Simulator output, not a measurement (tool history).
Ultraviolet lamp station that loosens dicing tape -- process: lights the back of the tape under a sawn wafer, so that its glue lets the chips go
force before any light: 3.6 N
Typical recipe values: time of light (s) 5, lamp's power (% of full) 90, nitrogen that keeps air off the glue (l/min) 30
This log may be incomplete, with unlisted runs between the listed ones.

run,hour,time of light (s),lamp's power (% of full),nitrogen that keeps air off the glue (l/min),force that peels the tape off (N),light that reached the tape (J/m2)
1,0.0,5,90,30,0.268,5010
2,44.4,5,83,30,0.320,4550
3,73.0,5,67,30,0.481,3670
4,104.6,5,90,30,0.273,4910
5,125.3,5,90,30,0.295,4850
6,159.8,5,90,30,0.294,4780
7,181.5,5,75,30,0.416,3960
8,202.5,5,78,30,0.370,4170
9,237.6,5,90,35,0.281,4670
10,257.6,5,90,35,0.271,4710
11,287.5,5,90,35,0.280,4640
12,320.9,5,90,30,0.326,4640
13,352.1,4,90,30,0.460,3620
14,383.0,4,90,30,0.484,3620
15,403.8,5,90,30,0.325,4530
# hour 408.0: window cleaned of glue's vapour
16,447.5,5,90,30,0.389,4150
17,478.6,5,90,19,0.551,4090
18,512.5,5,90,19,0.529,4080
19,553.8,5,95,30,0.375,4240
20,593.3,5,95,30,0.375,4170
# hour 602.4: window cleaned of glue's vapour, once more
21,636.4,5,95,30,0.272,5030
22,672.9,5,82,30,0.348,4330
23,704.8,5,82,30,0.358,4270
24,743.1,5,82,30,0.369,4280
25,782.9,2,82,30,1.353,1710
26,816.8,3,64,31,1.139,1990
27,855.1,3,64,31,1.129,1930
28,878.7,5,62,10,1.155,3080
29,902.2,5,62,12,1.113,3040
30,939.4,6,72,25,0.405,4250
31,965.7,6,72,25,0.433,4190
32,994.0,6,98,54,0.131,5680
33,1034.6,6,98,54,0.157,5670
34,1054.6,6,98,54,0.146,5480
35,1072.7,2,98,19,1.493,1880
36,1099.8,5,91,30,0.357,4250
37,1118.3,5,91,30,0.374,4240
38,1145.7,5,90,12,0.704,4200
39,1168.0,5,64,18,0.931,3000
40,1199.0,7,84,15,0.397,5340
41,1218.1,3,100,30,0.762,2750
42,1260.8,3,100,30,0.796,2700
43,1280.3,3,72,52,0.947,1950

Below, some changes in force that peels the tape off (N) between adjacent runs. For each, the amount present without the hidden state too (settings, incoming material, random variation) and the amount remaining for the hidden state with gauge scatter not shared by both compared results:
Hidden state present: lamp's light, % of a new lamp's; light that the window lets through, % of a clean one's; drift of the gauge itself on peel_n, %; drift of the gauge itself on dose_mj_cm2, %.
Run 24 -> 25: time of light (s) 5 -> 2. force that peels the tape off (N) +0.984: hidden state +0.107, all else +0.877.
Run 34 -> 35: time of light (s) 6 -> 2, nitrogen that keeps air off the glue (l/min) 54 -> 19. force that peels the tape off (N) +1.347: hidden state +0.265, all else +1.082.
Run 35 -> 36: time of light (s) 2 -> 5, lamp's power (% of full) 98 -> 91, nitrogen that keeps air off the glue (l/min) 19 -> 30. force that peels the tape off (N) -1.136: hidden state -0.171, all else -0.965.
Run 39 -> 40: time of light (s) 5 -> 7, lamp's power (% of full) 64 -> 84, nitrogen that keeps air off the glue (l/min) 18 -> 15. force that peels the tape off (N) -0.534: hidden state -0.129, all else -0.405.
